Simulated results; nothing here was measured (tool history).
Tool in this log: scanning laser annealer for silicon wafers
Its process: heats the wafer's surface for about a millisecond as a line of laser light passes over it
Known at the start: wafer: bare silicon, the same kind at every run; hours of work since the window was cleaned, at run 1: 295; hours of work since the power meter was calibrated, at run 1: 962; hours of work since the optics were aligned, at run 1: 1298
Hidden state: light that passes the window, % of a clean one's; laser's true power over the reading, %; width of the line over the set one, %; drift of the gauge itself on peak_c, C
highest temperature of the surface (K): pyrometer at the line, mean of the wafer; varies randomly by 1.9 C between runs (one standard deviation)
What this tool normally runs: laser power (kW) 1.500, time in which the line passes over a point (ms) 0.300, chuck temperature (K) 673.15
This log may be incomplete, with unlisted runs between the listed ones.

run	hour	laser power (kW)	time in which the line passes over a point (ms)	chuck temperature (K)	hours of work since the window was cleaned	hours of work since the power meter was calibrated	hours of work since the optics were aligned	highest temperature of the surface (K)
1	0.0	1.500	0.300	673.15	295	962	1298	1369.15
2	37.0	1.500	0.300	673.15	317	985	1320	1367.15
3	92.4	1.500	0.300	663.15	351	1018	1354	1354.15
4	139.5	1.500	0.300	704.15	380	1047	1383	1393.15
# hour 159.8: optics aligned, line set to its width
5	200.8	1.500	0.300	640.15	414	1082	25	1334.15
6	231.8	1.500	0.300	640.15	433	1101	44	1336.15
7	263.4	1.500	0.300	640.15	453	1120	63	1332.15
8	288.5	1.500	0.300	673.15	468	1135	79	1366.15
9	317.0	1.500	0.300	673.15	485	1153	96	1367.15
10	363.0	1.500	0.300	673.15	513	1181	124	1363.15
11	414.1	1.500	0.300	673.15	545	1212	155	1363.15
12	453.1	1.500	0.292	673.15	568	1236	179	1351.15
13	492.1	1.500	0.292	673.15	592	1259	203	1348.15
# hour 549.8: window over the wafer cleaned
14	555.2	1.500	0.300	649.15	3	1297	240	1367.15
15	580.1	1.500	0.300	649.15	19	1312	255	1364.15
16	625.5	1.500	0.300	649.15	46	1340	283	1366.15
17	682.5	1.500	0.300	673.15	81	1375	318	1380.15
18	707.4	1.500	0.300	702.15	96	1390	333	1413.15
19	753.9	1.500	0.290	673.15	125	1418	362	1370.15
20	799.4	1.628	0.290	637.15	152	1446	389	1412.15
21	854.4	1.429	0.300	655.15	186	1479	423	1319.15
22	895.3	1.437	0.259	674.15	211	1504	448	1284.15
23	924.0	1.302	0.259	639.15	229	1522	465	1175.15
24	955.1	1.590	0.362	695.15	247	1541	484	1545.15
25	1013.0	1.590	0.362	695.15	283	1576	520	1543.15
26	1053.4	1.286	0.227	705.15	307	1601	544	1193.15
27	1088.6	1.341	0.336	656.15	329	1622	566	1302.15
28	1114.6	1.341	0.336	656.15	345	1638	582	1302.15
29	1161.1	1.500	0.212	637.15	373	1667	610	1207.15
30	1187.6	1.517	0.300	708.15	389	1683	626	1415.15
31	1232.2	1.640	0.300	673.15	417	1710	654	1451.15
32	1260.6	1.640	0.300	673.15	434	1727	671	1456.15
33	1293.2	1.640	0.300	673.15	454	1747	691	1451.15
34	1346.7	1.640	0.300	673.15	487	1780	723	1451.15
35	1401.0	1.641	0.342	673.15	520	1813	757	1507.15
36	1450.5	1.339	0.322	673.15	550	1843	787	1293.15
37	1477.0	1.500	0.300	644.15	566	1860	803	1331.15
38	1517.9	1.500	0.300	644.15	591	1885	828	1331.15

Hidden state or all else? Some run-to-run changes of highest temperature of the surface (K), split into what the settings, what came in and random variation would give without the hidden state, and what is left for the hidden state (with any gauge scatter that isn't in both results):
Run 4 -> 5: chuck temperature (K) 704.15 -> 640.15, optics aligned, line set to its width. highest temperature of the surface (K) -59.00: hidden state +5.00, all else -64.00.
Run 13 -> 14: time in which the line passes over a point (ms) 0.292 -> 0.300, chuck temperature (K) 673.15 -> 649.15, window over the wafer cleaned. highest temperature of the surface (K) +19.00: hidden state +29.00, all else -10.00.
Run 23 -> 24: laser power (kW) 1.302 -> 1.590, time in which the line passes over a point (ms) 0.259 -> 0.362, chuck temperature (K) 639.15 -> 695.15. highest temperature of the surface (K) +370.00: hidden state -3.00, all else +373.00.
Run 25 -> 26: laser power (kW) 1.590 -> 1.286, time in which the line passes over a point (ms) 0.362 -> 0.227, chuck temperature (K) 695.15 -> 705.15. highest temperature of the surface (K) -350.00: hidden state +4.00, all else -354.00.
Run 35 -> 36: laser power (kW) 1.641 -> 1.339, time in which the line passes over a point (ms) 0.342 -> 0.322. highest temperature of the surface (K) -214.00: hidden state +6.00, all else -220.00.

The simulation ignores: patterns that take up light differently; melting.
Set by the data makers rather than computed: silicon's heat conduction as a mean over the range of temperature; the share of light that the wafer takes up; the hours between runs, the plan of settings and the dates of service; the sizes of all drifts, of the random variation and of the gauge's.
